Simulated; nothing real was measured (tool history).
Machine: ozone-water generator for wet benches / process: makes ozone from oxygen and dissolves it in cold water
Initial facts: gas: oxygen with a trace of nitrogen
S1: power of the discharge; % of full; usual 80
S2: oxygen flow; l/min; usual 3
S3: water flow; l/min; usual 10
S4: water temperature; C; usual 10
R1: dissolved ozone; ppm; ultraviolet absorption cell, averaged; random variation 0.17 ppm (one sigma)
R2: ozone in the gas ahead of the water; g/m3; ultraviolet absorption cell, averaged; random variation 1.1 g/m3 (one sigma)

run 1 day=0 | S1=80 S2=3 S3=10 S4=10 | R1=19.9 R2=180.8
run 2 day=3.808 | S1=80 S2=3 S3=10 S4=10 | R1=20 R2=181.2
run 3 day=9.558 | S1=80 S2=4.11 S3=10 S4=10 | R1=21.1 R2=163.8
run 4 day=13.867 | S1=80 S2=4.11 S3=10 S4=10 | R1=20.9 R2=162.1
run 5 day=17.212 | S1=80 S2=4.11 S3=10 S4=10 | R1=21 R2=163.8
run 6 day=20.979 | S1=80 S2=4.11 S3=10 S4=10 | R1=20.6 R2=162.1
run 7 day=26.554 | S1=80 S2=4.11 S3=10 S4=10 | R1=20.5 R2=162.8
run 8 day=31.208 | S1=80 S2=3 S3=10 S4=9 | R1=19.9 R2=182.2
run 9 day=37.746 | S1=80 S2=3 S3=10 S4=9 | R1=19.8 R2=180.2
run 10 day=45.104 | S1=80 S2=3 S3=10 S4=9 | R1=19.7 R2=179.3
run 11 day=50.883 | S1=80 S2=3 S3=15 S4=9 | R1=13.5 R2=180
run 12 day=57.838 | S1=80 S2=3 S3=15 S4=9 | R1=13.4 R2=180.4

The next listed run, before its measurement:
run 13 day=65.229 | S1=80 S2=3 S3=9 S4=9 | R1=? R2=?

R1: 21.2 ppm
R2: 179.9 g/m3
Take away the tool's hidden state, keep the run-to-run variation as it was, and the same run would have given R1 25.6 ppm, R2 196.1 g/m3.

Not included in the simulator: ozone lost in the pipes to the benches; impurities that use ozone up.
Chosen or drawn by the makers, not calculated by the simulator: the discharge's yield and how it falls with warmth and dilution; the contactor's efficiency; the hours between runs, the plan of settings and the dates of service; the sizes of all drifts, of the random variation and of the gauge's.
